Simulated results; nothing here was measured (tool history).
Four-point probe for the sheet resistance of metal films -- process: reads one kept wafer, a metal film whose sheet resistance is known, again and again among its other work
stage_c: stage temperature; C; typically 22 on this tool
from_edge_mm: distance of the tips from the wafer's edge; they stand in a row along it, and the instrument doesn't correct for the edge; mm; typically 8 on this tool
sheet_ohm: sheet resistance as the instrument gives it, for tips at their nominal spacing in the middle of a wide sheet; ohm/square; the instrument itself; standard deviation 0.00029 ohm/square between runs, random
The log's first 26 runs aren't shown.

| run | day | stage_c | from_edge_mm | sheet_ohm |
|---|---|---|---|---|
| 27 | 86.300 | 22 | 41 | 1.444275 |
| 28 | 90.138 | 22 | 41 | 1.444563 |
| 29 | 93.867 | 21 | 26 | 1.446239 |
| 30 | 96.958 | 20 | 15 | 1.449765 |
| 31 | 101.567 | 20 | 15 | 1.450208 |
| 32 | 104.333 | 32 | 17 | 1.446430 |
| 33 | 106.871 | 32 | 17 | 1.446178 |
| 34 | 109.404 | 32 | 17 | 1.447284 |
| 35 | 113.083 | 32 | 27 | 1.445592 |
| 36 | 116.700 | 20 | 8 | 1.461647 |
| 37 | 119.121 | 20 | 8 | 1.462161 |
| 38 | 122.225 | 20 | 61 | 1.450254 |
| 39 | 124.750 | 20 | 61 | 1.451329 |
| 40 | 127.833 | 20 | 61 | 1.451772 |
| 41 | 130.400 | 20 | 61 | 1.452030 |
| 42 | 132.571 | 20 | 61 | 1.452669 |
| 43 | 135.208 | 20 | 61 | 1.452803 |
| 44 | 139.312 | 23 | 34 | 1.452803 |
| 45 | 143.817 | 23 | 34 | 1.453870 |

Consider 4 possible next runs. They are alternatives, not a sequence: every one starts from the tool as it was left by run 45. What does each give?
| A | 148.529 | 25 | 38 | ? |
| B | 148.529 | 27 | 15 | ? |
| C | 148.529 | 25 | 6 | ? |
| D | 148.529 | 28 | 72 | ? |

| run | sheet_ohm |
|---|---|
| A | 1.453831 |
| B | 1.455653 |
| C | 1.474452 |
| D | 1.452499 |
With no hidden state in the tool, these same runs would have given:
| run | sheet_ohm |
|---|---|
| A | 1.441239 |
| B | 1.443063 |
| C | 1.461692 |
| D | 1.439943 |
